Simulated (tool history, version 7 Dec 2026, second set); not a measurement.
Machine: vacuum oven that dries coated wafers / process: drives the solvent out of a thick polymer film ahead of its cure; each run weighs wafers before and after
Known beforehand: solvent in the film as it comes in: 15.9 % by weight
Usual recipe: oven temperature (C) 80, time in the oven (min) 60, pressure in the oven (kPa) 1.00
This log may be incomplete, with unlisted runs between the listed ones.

run 1 hour=0.0 | oven_temperature_(C)=80 time_in_the_oven_(min)=60 pressure_in_the_oven_(kPa)=1.00 | solvent_left_in_the_film_(%)=2.49
run 2 hour=65.0 | oven_temperature_(C)=80 time_in_the_oven_(min)=60 pressure_in_the_oven_(kPa)=1.00 | solvent_left_in_the_film_(%)=2.45
run 3 hour=142.3 | oven_temperature_(C)=80 time_in_the_oven_(min)=60 pressure_in_the_oven_(kPa)=0.85 | solvent_left_in_the_film_(%)=2.41
run 4 hour=194.4 | oven_temperature_(C)=80 time_in_the_oven_(min)=60 pressure_in_the_oven_(kPa)=0.85 | solvent_left_in_the_film_(%)=2.43
run 5 hour=231.9 | oven_temperature_(C)=80 time_in_the_oven_(min)=60 pressure_in_the_oven_(kPa)=0.85 | solvent_left_in_the_film_(%)=2.45
-- hour=241.7 oven's thermocouples calibrated
run 6 hour=320.8 | oven_temperature_(C)=80 time_in_the_oven_(min)=60 pressure_in_the_oven_(kPa)=0.85 | solvent_left_in_the_film_(%)=2.22
run 7 hour=367.9 | oven_temperature_(C)=67 time_in_the_oven_(min)=60 pressure_in_the_oven_(kPa)=0.85 | solvent_left_in_the_film_(%)=4.62
run 8 hour=423.5 | oven_temperature_(C)=67 time_in_the_oven_(min)=60 pressure_in_the_oven_(kPa)=0.85 | solvent_left_in_the_film_(%)=4.70
run 9 hour=460.5 | oven_temperature_(C)=67 time_in_the_oven_(min)=60 pressure_in_the_oven_(kPa)=0.85 | solvent_left_in_the_film_(%)=4.66
run 10 hour=547.3 | oven_temperature_(C)=80 time_in_the_oven_(min)=60 pressure_in_the_oven_(kPa)=3.25 | solvent_left_in_the_film_(%)=2.92

What if the next run were any one of these 4? Each begins from the tool's condition after run 10:
run A hour=590.5 | oven_temperature_(C)=80 time_in_the_oven_(min)=40 pressure_in_the_oven_(kPa)=1.14 | solvent_left_in_the_film_(%)=?
run B hour=590.5 | oven_temperature_(C)=80 time_in_the_oven_(min)=83 pressure_in_the_oven_(kPa)=1.00 | solvent_left_in_the_film_(%)=?
run C hour=590.5 | oven_temperature_(C)=68 time_in_the_oven_(min)=60 pressure_in_the_oven_(kPa)=1.00 | solvent_left_in_the_film_(%)=?
run D hour=590.5 | oven_temperature_(C)=94 time_in_the_oven_(min)=49 pressure_in_the_oven_(kPa)=1.49 | solvent_left_in_the_film_(%)=?

run=A solvent_left_in_the_film_(%)=3.94
run=B solvent_left_in_the_film_(%)=1.27
run=C solvent_left_in_the_film_(%)=4.50
run=D solvent_left_in_the_film_(%)=1.18
Without the tool's hidden state the same runs would have given:
run=A solvent_left_in_the_film_(%)=4.57
run=B solvent_left_in_the_film_(%)=1.61
run=C solvent_left_in_the_film_(%)=5.16
run=D solvent_left_in_the_film_(%)=1.50
